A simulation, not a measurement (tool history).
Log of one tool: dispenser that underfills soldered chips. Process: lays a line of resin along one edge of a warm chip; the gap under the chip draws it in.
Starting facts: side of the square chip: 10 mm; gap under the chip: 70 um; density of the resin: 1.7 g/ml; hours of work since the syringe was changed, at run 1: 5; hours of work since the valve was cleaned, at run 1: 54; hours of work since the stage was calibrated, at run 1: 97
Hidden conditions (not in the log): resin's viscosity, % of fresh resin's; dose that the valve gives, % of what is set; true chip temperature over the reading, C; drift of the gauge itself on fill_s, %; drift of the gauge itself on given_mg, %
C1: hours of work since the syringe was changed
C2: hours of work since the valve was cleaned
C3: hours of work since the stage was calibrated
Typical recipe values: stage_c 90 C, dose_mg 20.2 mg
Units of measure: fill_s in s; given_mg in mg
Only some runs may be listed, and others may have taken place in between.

run 1 hour=0 | stage_c=90 dose_mg=20.2 | C1=5 C2=54 C3=97 | fill_s=159.2 given_mg=19.41
-- hour=4 new syringe of resin
run 2 hour=8.4 | stage_c=90 dose_mg=20.2 | C1=3 C2=60 C3=103 | fill_s=137.9 given_mg=19.15
run 3 hour=12.4 | stage_c=90 dose_mg=20.2 | C1=6 C2=63 C3=106 | fill_s=171.5 given_mg=19.01
-- hour=14.4 new syringe of resin
run 4 hour=22.1 | stage_c=90 dose_mg=20.2 | C1=6 C2=70 C3=112 | fill_s=166.2 given_mg=19.06
-- hour=24.9 new syringe of resin
run 5 hour=28.7 | stage_c=90 dose_mg=20.2 | C1=3 C2=74 C3=117 | fill_s=132.3 given_mg=18.86
-- hour=30.4 dispensing valve cleaned and set on the balance
-- hour=36.3 new syringe of resin
run 6 hour=36.5 | stage_c=90 dose_mg=20.2 | C1=0 C2=4 C3=122 | fill_s=106.4 given_mg=20.03
run 7 hour=43.1 | stage_c=90 dose_mg=20.2 | C1=5 C2=9 C3=127 | fill_s=158 given_mg=20.01
-- hour=46.9 new syringe of resin
run 8 hour=47.8 | stage_c=90 dose_mg=25.5 | C1=1 C2=12 C3=130 | fill_s=107.8 given_mg=25.35
-- hour=57.4 new syringe of resin
run 9 hour=57.4 | stage_c=90 dose_mg=25.5 | C1=0 C2=19 C3=137 | fill_s=100 given_mg=25.06
run 10 hour=61.7 | stage_c=90 dose_mg=25.5 | C1=3 C2=23 C3=140 | fill_s=131.5 given_mg=24.95
run 11 hour=65.6 | stage_c=90 dose_mg=20.2 | C1=6 C2=25 C3=143 | fill_s=168.9 given_mg=19.76
-- hour=68.2 new syringe of resin
run 12 hour=72 | stage_c=90 dose_mg=22.7 | C1=3 C2=30 C3=148 | fill_s=127.9 given_mg=22.03
run 13 hour=76.5 | stage_c=90 dose_mg=20.2 | C1=6 C2=33 C3=151 | fill_s=168.6 given_mg=19.32
-- hour=79.2 new syringe of resin
run 14 hour=82.6 | stage_c=90 dose_mg=20.2 | C1=2 C2=38 C3=155 | fill_s=127.3 given_mg=19.4
-- hour=90.2 new syringe of resin
run 15 hour=91.9 | stage_c=90 dose_mg=20.2 | C1=1 C2=44 C3=162 | fill_s=112.7 given_mg=19.32
run 16 hour=98.8 | stage_c=90 dose_mg=20.2 | C1=6 C2=49 C3=167 | fill_s=171.7 given_mg=19.27
-- hour=100.6 new syringe of resin
run 17 hour=106.5 | stage_c=90 dose_mg=20.2 | C1=4 C2=55 C3=173 | fill_s=146.4 given_mg=19.15
-- hour=111.3 new syringe of resin
run 18 hour=111.4 | stage_c=90 dose_mg=20.2 | C1=0 C2=58 C3=176 | fill_s=101.2 given_mg=19
run 19 hour=117.1 | stage_c=90 dose_mg=17.2 | C1=4 C2=62 C3=180 | fill_s=151 given_mg=16.08
-- hour=121.7 new syringe of resin
run 20 hour=123.9 | stage_c=90 dose_mg=17.2 | C1=2 C2=67 C3=185 | fill_s=119.9 given_mg=15.92
run 21 hour=128.5 | stage_c=92 dose_mg=17.2 | C1=5 C2=71 C3=188 | fill_s=148.7 given_mg=15.95
-- hour=132.5 new syringe of resin
-- hour=135.4 dispensing valve cleaned and set on the balance
run 22 hour=135.4 | stage_c=86 dose_mg=17.2 | C1=1 C2=0 C3=193 | fill_s=137.6 given_mg=17.3
run 23 hour=139.2 | stage_c=76 dose_mg=17.8 | C1=4 C2=3 C3=195 | fill_s=263.2 given_mg=17.69
-- hour=144.4 new syringe of resin
run 24 hour=147.3 | stage_c=100 dose_mg=20.5 | C1=2 C2=9 C3=201 | fill_s=82.5 given_mg=20.36
run 25 hour=153.7 | stage_c=102 dose_mg=22.1 | C1=7 C2=13 C3=206 | fill_s=110.7 given_mg=21.74
-- hour=155.4 new syringe of resin
run 26 hour=159.2 | stage_c=102 dose_mg=22.1 | C1=3 C2=17 C3=210 | fill_s=78.3 given_mg=21.54
run 27 hour=163.1 | stage_c=76 dose_mg=23.1 | C1=6 C2=20 C3=213 | fill_s=295.6 given_mg=22.65
-- hour=166.5 new syringe of resin
run 28 hour=167.3 | stage_c=77 dose_mg=18.9 | C1=1 C2=23 C3=215 | fill_s=189.1 given_mg=18.47
run 29 hour=174.6 | stage_c=86 dose_mg=24.7 | C1=6 C2=28 C3=221 | fill_s=194.5 given_mg=23.93
-- hour=177 new syringe of resin
run 30 hour=179.1 | stage_c=98 dose_mg=24.7 | C1=2 C2=31 C3=224 | fill_s=82.7 given_mg=23.93
run 31 hour=183.9 | stage_c=98 dose_mg=24.7 | C1=5 C2=35 C3=228 | fill_s=110 given_mg=23.6
-- hour=188 new syringe of resin
run 32 hour=188.6 | stage_c=90 dose_mg=20.5 | C1=0 C2=38 C3=231 | fill_s=106.3 given_mg=19.63
run 33 hour=192.9 | stage_c=103 dose_mg=17.5 | C1=4 C2=41 C3=234 | fill_s=83.6 given_mg=16.76
-- hour=198.7 new syringe of resin
run 34 hour=201.3 | stage_c=103 dose_mg=17.5 | C1=2 C2=47 C3=240 | fill_s=69.6 given_mg=16.68
run 35 hour=208.5 | stage_c=96 dose_mg=20.4 | C1=7 C2=53 C3=245 | fill_s=142.8 given_mg=19.27
-- hour=209.4 new syringe of resin
run 36 hour=213.3 | stage_c=89 dose_mg=25.4 | C1=3 C2=56 C3=249 | fill_s=130.6 given_mg=24.09

Pick out some run-to-run changes in fill_s. Of each, how much would a tool without hidden state show as well, from the settings, what came in and chance, and how much is left for the hidden state and any gauge scatter not in both results compared?
Run 22 -> 23: stage_c 86 -> 76, dose_mg 17.2 -> 17.8. fill_s +125.6 s: hidden state +57.8, all else +67.8.
Run 23 -> 24: stage_c 76 -> 100, dose_mg 17.8 -> 20.5, new syringe of resin. fill_s -180.7 s: hidden state -54.7, all else -126.
Run 26 -> 27: stage_c 102 -> 76, dose_mg 22.1 -> 23.1. fill_s +217.3 s: hidden state +88, all else +129.3.
Run 27 -> 28: stage_c 76 -> 77, dose_mg 23.1 -> 18.9, new syringe of resin. fill_s -106.5 s: hidden state -101.3, all else -5.2.
Run 28 -> 29: stage_c 77 -> 86, dose_mg 18.9 -> 24.7. fill_s +5.4 s: hidden state +69.9, all else -64.5.
